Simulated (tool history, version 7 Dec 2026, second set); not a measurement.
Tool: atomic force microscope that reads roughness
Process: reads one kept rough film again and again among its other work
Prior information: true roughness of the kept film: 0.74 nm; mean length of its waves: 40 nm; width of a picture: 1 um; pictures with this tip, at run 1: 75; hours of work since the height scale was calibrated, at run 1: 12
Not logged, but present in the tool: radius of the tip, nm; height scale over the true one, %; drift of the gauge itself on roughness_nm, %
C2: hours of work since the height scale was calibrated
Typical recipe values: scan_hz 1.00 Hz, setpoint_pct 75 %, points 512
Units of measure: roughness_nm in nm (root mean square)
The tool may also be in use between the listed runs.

run 1 hour=0.0 | scan_hz=1.00 setpoint_pct=75 points=512 | pictures_with_this_tip=75 C2=12 | roughness_nm=0.704
run 2 hour=21.3 | scan_hz=1.00 setpoint_pct=75 points=512 | pictures_with_this_tip=104 C2=24 | roughness_nm=0.701
run 3 hour=41.3 | scan_hz=1.00 setpoint_pct=75 points=375 | pictures_with_this_tip=132 C2=35 | roughness_nm=0.697
run 4 hour=64.9 | scan_hz=1.00 setpoint_pct=75 points=375 | pictures_with_this_tip=164 C2=48 | roughness_nm=0.695
run 5 hour=89.6 | scan_hz=0.55 setpoint_pct=75 points=512 | pictures_with_this_tip=198 C2=62 | roughness_nm=0.702
-- hour=110.5 new tip fitted
run 6 hour=110.5 | scan_hz=1.00 setpoint_pct=75 points=512 | pictures_with_this_tip=0 C2=73 | roughness_nm=0.711
run 7 hour=126.3 | scan_hz=1.00 setpoint_pct=75 points=512 | pictures_with_this_tip=21 C2=82 | roughness_nm=0.709
run 8 hour=144.2 | scan_hz=1.00 setpoint_pct=75 points=512 | pictures_with_this_tip=46 C2=92 | roughness_nm=0.707

Estimate the outcome of run 9 from the log above:
run 9 hour=160.5 | scan_hz=3.20 setpoint_pct=75 points=512 | pictures_with_this_tip=68 C2=101 | roughness_nm=?

roughness_nm: 0.667 nm (root mean square)
The same run, on a tool lacking any hidden state, would have yielded roughness_nm 0.673 nm (root mean square).

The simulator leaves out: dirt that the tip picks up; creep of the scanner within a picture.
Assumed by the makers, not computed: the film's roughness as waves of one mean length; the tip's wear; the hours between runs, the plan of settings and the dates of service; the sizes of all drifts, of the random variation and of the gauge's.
